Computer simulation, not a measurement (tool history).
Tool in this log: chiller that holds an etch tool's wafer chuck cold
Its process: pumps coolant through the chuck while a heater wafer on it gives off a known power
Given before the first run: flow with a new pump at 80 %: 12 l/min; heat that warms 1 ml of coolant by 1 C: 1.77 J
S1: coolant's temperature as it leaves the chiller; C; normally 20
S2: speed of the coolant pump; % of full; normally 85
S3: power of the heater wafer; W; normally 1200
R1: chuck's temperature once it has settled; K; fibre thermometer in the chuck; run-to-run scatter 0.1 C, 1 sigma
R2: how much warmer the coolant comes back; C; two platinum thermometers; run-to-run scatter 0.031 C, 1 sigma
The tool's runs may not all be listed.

run 1 hour=0 | S1=20 S2=85 S3=1200 | R1=304.45 R2=3.23
run 2 hour=158.7 | S1=20 S2=85 S3=1200 | R1=304.35 R2=3.16
run 3 hour=281.3 | S1=20 S2=85 S3=1200 | R1=304.45 R2=3.2
run 4 hour=437.6 | S1=20 S2=85 S3=1200 | R1=304.45 R2=3.15
run 5 hour=509.2 | S1=20 S2=85 S3=1200 | R1=304.45 R2=3.19
run 6 hour=659.9 | S1=20 S2=85 S3=638 | R1=299.05 R2=1.63
run 7 hour=729.3 | S1=20 S2=85 S3=1053 | R1=303.15 R2=2.72
run 8 hour=811.7 | S1=20 S2=85 S3=1527 | R1=307.35 R2=3.94
run 9 hour=883.6 | S1=20 S2=85 S3=1527 | R1=307.55 R2=3.99
run 10 hour=1008.6 | S1=20 S2=85 S3=1527 | R1=307.45 R2=4.03
run 11 hour=1088 | S1=20 S2=86 S3=1200 | R1=304.35 R2=3.07
run 12 hour=1206.5 | S1=20 S2=86 S3=1200 | R1=304.35 R2=3.04
run 13 hour=1358.6 | S1=20 S2=85 S3=1200 | R1=304.35 R2=3.14
run 14 hour=1452.7 | S1=20 S2=85 S3=1200 | R1=304.35 R2=3.04
run 15 hour=1541.6 | S1=20 S2=85 S3=1223 | R1=304.45 R2=3.15
run 16 hour=1608.5 | S1=20 S2=85 S3=1223 | R1=304.65 R2=3.11
-- hour=1701.3 chiller's thermometer calibrated
run 17 hour=1705.9 | S1=15 S2=85 S3=1223 | R1=299.55 R2=3.18
run 18 hour=1806.2 | S1=21 S2=78 S3=1200 | R1=306.05 R2=3.44
run 19 hour=1903.7 | S1=21 S2=78 S3=1200 | R1=306.05 R2=3.39
run 20 hour=2067.6 | S1=21 S2=87 S3=1483 | R1=307.85 R2=3.77
run 21 hour=2206.8 | S1=13 S2=68 S3=1618 | R1=303.65 R2=5.34
run 22 hour=2334.8 | S1=20 S2=81 S3=1744 | R1=310.05 R2=4.71
run 23 hour=2497.9 | S1=20 S2=91 S3=1744 | R1=308.85 R2=4.15
run 24 hour=2615.7 | S1=20 S2=74 S3=799 | R1=301.35 R2=2.34
run 25 hour=2747.7 | S1=30 S2=88 S3=611 | R1=308.75 R2=1.44
run 26 hour=2884.5 | S1=15 S2=74 S3=1200 | R1=300.45 R2=3.57
run 27 hour=2988.5 | S1=15 S2=74 S3=1200 | R1=300.35 R2=3.54
run 28 hour=3061.1 | S1=22 S2=64 S3=1200 | R1=308.75 R2=4.12
run 29 hour=3197.8 | S1=16 S2=83 S3=1620 | R1=304.55 R2=4.25
run 30 hour=3321.7 | S1=25 S2=85 S3=985 | R1=307.35 R2=2.48
run 31 hour=3439.6 | S1=23 S2=97 S3=1200 | R1=306.65 R2=2.57
run 32 hour=3538.1 | S1=23 S2=98 S3=1228 | R1=306.55 R2=2.64

Consider 4 possible next runs. They are alternatives, not a sequence: every one starts from the tool as it was left by run 32. What does each give?
run A hour=3643.7 | S1=19 S2=85 S3=712 | R1=? R2=?
run B hour=3643.7 | S1=20 S2=76 S3=925 | R1=? R2=?
run C hour=3643.7 | S1=11 S2=99 S3=1228 | R1=? R2=?
run D hour=3643.7 | S1=20 S2=71 S3=1200 | R1=? R2=?

run=A R1=298.85 R2=1.69
run=B R1=302.55 R2=2.54
run=C R1=294.85 R2=2.6
run=D R1=305.95 R2=3.63
Take away the tool's hidden state, keep each run's random variation, and the runs would have read:
run=A R1=298.85 R2=1.88
run=B R1=302.45 R2=2.73
run=C R1=294.75 R2=2.79
run=D R1=305.85 R2=3.82
